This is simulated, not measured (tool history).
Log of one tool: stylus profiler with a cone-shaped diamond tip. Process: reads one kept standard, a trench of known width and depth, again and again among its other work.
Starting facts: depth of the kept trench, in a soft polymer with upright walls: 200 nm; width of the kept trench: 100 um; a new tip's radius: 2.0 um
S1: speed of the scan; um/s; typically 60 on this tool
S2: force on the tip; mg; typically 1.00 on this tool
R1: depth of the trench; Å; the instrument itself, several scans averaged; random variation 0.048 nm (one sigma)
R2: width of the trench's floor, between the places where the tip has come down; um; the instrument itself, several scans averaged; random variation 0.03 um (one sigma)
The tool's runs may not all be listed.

run	day	S1	S2	R1	R2
1	0.000	60	1.00	2007.5	97.86
# day 4.133: height scale calibrated on a step standard
2	4.133	60	1.00	2007.9	97.79
3	7.958	60	1.00	2007.7	97.84
4	12.438	60	1.00	2008.9	97.82
5	16.671	60	1.00	2009.0	97.83
6	19.783	60	1.00	2007.9	97.81
7	23.179	60	1.52	2011.1	97.91
8	25.879	155	1.00	2008.7	97.25
# day 28.292: new tip fitted, height scale calibrated
9	28.292	23	0.43	2004.1	98.05
10	31.925	186	0.97	2007.0	96.90
11	35.738	238	2.10	2014.0	97.05
12	40.271	78	0.83	2007.7	97.62
13	44.029	222	0.47	2004.9	96.00

Had the tool no unlogged condition, and each run kept its random variation, what would the results have been?
What the log doesn't record here: radius of the tip, um; height scale over the true one, %; drift of the gauge itself on depth_nm, %; drift of the gauge itself on floor_um, %.
run	R2
1	97.87
2	97.81
3	97.86
4	97.84
5	97.85
6	97.83
7	97.93
8	97.28
9	98.05
10	96.91
11	97.05
12	97.62
13	96.00
For R1, the value without the hidden state is never more than 0.1 Å from the measured value.
